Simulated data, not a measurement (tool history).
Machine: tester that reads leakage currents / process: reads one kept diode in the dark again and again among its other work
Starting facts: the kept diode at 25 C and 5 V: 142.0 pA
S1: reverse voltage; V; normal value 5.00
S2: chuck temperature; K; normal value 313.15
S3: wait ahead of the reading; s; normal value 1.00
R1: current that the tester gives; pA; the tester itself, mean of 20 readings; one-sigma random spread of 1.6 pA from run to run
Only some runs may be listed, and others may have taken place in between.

| run | day | S1 | S2 | S3 | R1 |
|---|---|---|---|---|---|
| 1 | 0.000 | 5.00 | 313.15 | 1.00 | 563.72 |
| 2 | 8.175 | 5.00 | 313.15 | 1.00 | 561.95 |
| 3 | 13.846 | 5.00 | 313.15 | 1.00 | 564.12 |
| 4 | 21.800 | 5.00 | 313.15 | 1.00 | 570.37 |
| 5 | 26.904 | 5.00 | 313.15 | 1.92 | 571.72 |
| 6 | 30.988 | 5.00 | 308.15 | 1.00 | 378.58 |
| 7 | 35.950 | 6.86 | 308.15 | 1.00 | 444.28 |
| 8 | 41.842 | 5.00 | 313.15 | 1.00 | 578.08 |
|  | 44.475 | chuck's temperature calibrated |
| 9 | 47.467 | 5.00 | 313.15 | 1.00 | 516.30 |
|  | 51.762 | probe card cleaned and baked |
| 10 | 53.717 | 5.00 | 313.15 | 1.00 | 518.50 |
| 11 | 58.500 | 5.00 | 313.15 | 1.00 | 517.34 |
| 12 | 62.929 | 5.00 | 302.15 | 1.00 | 204.78 |
| 13 | 67.996 | 5.00 | 311.15 | 1.00 | 441.13 |
| 14 | 71.867 | 5.00 | 295.15 | 1.00 | 109.75 |
| 15 | 76.212 | 5.00 | 313.15 | 1.00 | 523.04 |
| 16 | 84.112 | 5.00 | 313.15 | 1.00 | 531.05 |
|  | 84.642 | tester calibrated |
| 17 | 91.996 | 5.00 | 313.15 | 1.00 | 525.68 |
|  | 97.125 | tester calibrated, once more |
| 18 | 99.646 | 5.00 | 313.15 | 1.00 | 535.41 |
| 19 | 104.492 | 5.00 | 313.15 | 1.00 | 535.38 |
| 20 | 110.812 | 5.00 | 313.15 | 1.00 | 539.61 |
| 21 | 115.588 | 7.42 | 297.15 | 0.98 | 165.31 |
| 22 | 119.021 | 5.00 | 312.15 | 2.52 | 500.03 |
| 23 | 126.650 | 5.00 | 312.15 | 2.52 | 497.15 |
| 24 | 133.175 | 5.00 | 309.15 | 2.16 | 391.50 |
| 25 | 141.350 | 5.00 | 309.15 | 2.16 | 389.96 |
| 26 | 146.929 | 2.52 | 330.15 | 1.00 | 1453.54 |
| 27 | 152.158 | 1.84 | 325.15 | 0.31 | 859.80 |
| 28 | 158.242 | 1.84 | 325.15 | 0.31 | 861.34 |
| 29 | 165.892 | 6.72 | 304.15 | 5.66 | 303.94 |
| 30 | 171.938 | 6.72 | 309.15 | 6.64 | 466.54 |
| 31 | 179.171 | 1.38 | 298.15 | 0.51 | 81.90 |
| 32 | 186.571 | 1.38 | 298.15 | 0.51 | 82.44 |
| 33 | 190.004 | 6.45 | 306.15 | 0.51 | 361.38 |
| 34 | 195.392 | 6.45 | 306.15 | 0.51 | 360.76 |
| 35 | 200.529 | 6.45 | 306.15 | 0.51 | 362.63 |
| 36 | 206.217 | 6.17 | 300.15 | 0.39 | 212.23 |
| 37 | 212.717 | 6.17 | 300.15 | 0.39 | 212.95 |
| 38 | 218.350 | 6.17 | 300.15 | 0.39 | 214.69 |

5 options for the next run, each taken on its own from the tool as it stands now. Forecast them:
| A | 221.892 | 14.13 | 326.15 | 2.60 | ? |
| B | 221.892 | 6.17 | 299.15 | 0.41 | ? |
| C | 221.892 | 5.00 | 313.15 | 1.93 | ? |
| D | 221.892 | 3.02 | 313.15 | 5.84 | ? |
| E | 221.892 | 7.97 | 300.15 | 0.53 | ? |

| run | R1 |
|---|---|
| A | 2674.69 |
| B | 196.42 |
| C | 576.52 |
| D | 445.98 |
| E | 244.33 |
With the hidden condition removed and each run's random variation left untouched, the same runs would have given:
| run | R1 |
|---|---|
| A | 2424.58 |
| B | 173.84 |
| C | 517.77 |
| D | 400.68 |
| E | 216.29 |
